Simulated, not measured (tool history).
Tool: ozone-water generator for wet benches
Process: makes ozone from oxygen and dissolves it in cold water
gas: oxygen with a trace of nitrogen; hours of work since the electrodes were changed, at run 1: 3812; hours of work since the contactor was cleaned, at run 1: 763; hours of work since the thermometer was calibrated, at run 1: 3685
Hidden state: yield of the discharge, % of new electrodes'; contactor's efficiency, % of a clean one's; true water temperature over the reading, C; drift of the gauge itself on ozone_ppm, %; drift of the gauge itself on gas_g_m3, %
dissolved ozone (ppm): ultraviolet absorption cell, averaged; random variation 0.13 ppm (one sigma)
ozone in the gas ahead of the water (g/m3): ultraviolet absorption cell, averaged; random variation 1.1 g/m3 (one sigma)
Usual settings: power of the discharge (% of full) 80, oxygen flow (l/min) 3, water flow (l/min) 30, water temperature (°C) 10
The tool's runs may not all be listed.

| run | hour | power of the discharge (% of full) | oxygen flow (l/min) | water flow (l/min) | water temperature (°C) | hours of work since the electrodes were changed | hours of work since the contactor was cleaned | hours of work since the thermometer was calibrated | dissolved ozone (ppm) | ozone in the gas ahead of the water (g/m3) |
|---|---|---|---|---|---|---|---|---|---|---|
| 1 | 0 | 80 | 3 | 30 | 10 | 3812 | 763 | 3685 | 12.1 | 176.2 |
| 2 | 89 | 80 | 3 | 30 | 10 | 3886 | 837 | 3759 | 11.8 | 177 |
| 3 | 175.6 | 80 | 3 | 30 | 10 | 3958 | 909 | 3830 | 11.9 | 177.8 |
|  | 253.1 | water thermometer calibrated |
| 4 | 293.5 | 80 | 3 | 30 | 6 | 4055 | 1006 | 34 | 12.4 | 176 |
| 5 | 384.1 | 80 | 3 | 30 | 6 | 4130 | 1081 | 109 | 12 | 176.1 |
| 6 | 463.6 | 80 | 3 | 30 | 12 | 4196 | 1147 | 175 | 11.6 | 177.1 |
| 7 | 567.2 | 80 | 3 | 30 | 12 | 4282 | 1233 | 260 | 11.5 | 175.5 |
| 8 | 661.5 | 80 | 3 | 30 | 12 | 4360 | 1311 | 339 | 11.6 | 174.6 |
| 9 | 727.3 | 80 | 3 | 30 | 10 | 4415 | 1366 | 393 | 11.7 | 174 |
| 10 | 852.1 | 80 | 3 | 30 | 10 | 4518 | 1469 | 497 | 11.6 | 172.4 |
| 11 | 971.2 | 80 | 3 | 30 | 11 | 4617 | 1568 | 595 | 11.7 | 172.9 |
| 12 | 1049.3 | 80 | 3 | 30 | 11 | 4682 | 1633 | 660 | 11.5 | 171.8 |
| 13 | 1138.6 | 80 | 3 | 30 | 11 | 4756 | 1707 | 734 | 11.4 | 174.6 |
| 14 | 1229.7 | 80 | 3 | 30 | 11 | 4831 | 1782 | 810 | 11.4 | 172.4 |
| 15 | 1365.6 | 80 | 3 | 30 | 11 | 4944 | 1895 | 922 | 11.6 | 171.1 |
| 16 | 1491.9 | 80 | 3 | 30 | 10 | 5049 | 2000 | 1027 | 11.4 | 171.7 |
| 17 | 1622.7 | 80 | 3 | 30 | 10 | 5157 | 2108 | 1136 | 11.4 | 170 |
| 18 | 1720.5 | 95 | 1.64 | 30 | 14 | 5238 | 2189 | 1217 | 9.7 | 245.1 |
| 19 | 1848.4 | 99 | 2.34 | 30 | 13 | 5344 | 2295 | 1323 | 11.3 | 211 |
| 20 | 1913.2 | 85 | 2.34 | 24 | 13 | 5398 | 2349 | 1377 | 13.3 | 195.4 |
| 21 | 1990 | 85 | 2.34 | 24 | 13 | 5462 | 2413 | 1440 | 13.2 | 195.3 |
| 22 | 2055.2 | 41 | 1.91 | 21 | 8 | 5516 | 2467 | 1494 | 10.2 | 150.5 |
| 23 | 2125.5 | 41 | 1.54 | 37 | 8 | 5574 | 2525 | 1553 | 4.9 | 166.9 |
| 24 | 2187.9 | 71 | 3 | 33 | 10 | 5626 | 2577 | 1604 | 9.6 | 160.5 |
| 25 | 2268.1 | 71 | 3 | 33 | 10 | 5692 | 2643 | 1671 | 9.5 | 158.7 |
|  | 2286.6 | contactor cleaned |
| 26 | 2345.4 | 50 | 2.79 | 38 | 6 | 5753 | 49 | 1732 | 7.2 | 138.7 |
| 27 | 2434.4 | 90 | 2.79 | 38 | 6 | 5827 | 123 | 1805 | 9.2 | 182.2 |
| 28 | 2508.6 | 60 | 3.51 | 31 | 9 | 5888 | 184 | 1867 | 10.4 | 135.9 |
| 29 | 2622.9 | 44 | 3.75 | 24 | 7 | 5983 | 279 | 1962 | 11.8 | 112.7 |
| 30 | 2750.9 | 44 | 3.75 | 24 | 7 | 6089 | 385 | 2068 | 11.7 | 114.2 |
| 31 | 2822.4 | 44 | 3.75 | 24 | 7 | 6148 | 444 | 2127 | 11.6 | 113.4 |
| 32 | 2918.6 | 84 | 1.86 | 29 | 7 | 6228 | 524 | 2207 | 10.1 | 210 |
| 33 | 2998.5 | 84 | 1.86 | 23 | 7 | 6294 | 590 | 2273 | 12.8 | 209.8 |

Forecast each of these 3 alternatives for the next run:
| A | 3111.1 | 80 | 3.25 | 30 | 10 | 6388 | 684 | 2366 | ? | ? |
| B | 3111.1 | 69 | 3 | 30 | 7 | 6388 | 684 | 2366 | ? | ? |
| C | 3111.1 | 80 | 3 | 32 | 10 | 6388 | 684 | 2366 | ? | ? |

| run | dissolved ozone (ppm) | ozone in the gas ahead of the water (g/m3) |
|---|---|---|
| A | 11.7 | 158.3 |
| B | 10.6 | 153.5 |
| C | 10.5 | 163.3 |
Without the tool's hidden state the same runs would have given:
| run | dissolved ozone (ppm) | ozone in the gas ahead of the water (g/m3) |
|---|---|---|
| A | 14 | 187.7 |
| B | 12.5 | 179.8 |
| C | 12.5 | 193.7 |

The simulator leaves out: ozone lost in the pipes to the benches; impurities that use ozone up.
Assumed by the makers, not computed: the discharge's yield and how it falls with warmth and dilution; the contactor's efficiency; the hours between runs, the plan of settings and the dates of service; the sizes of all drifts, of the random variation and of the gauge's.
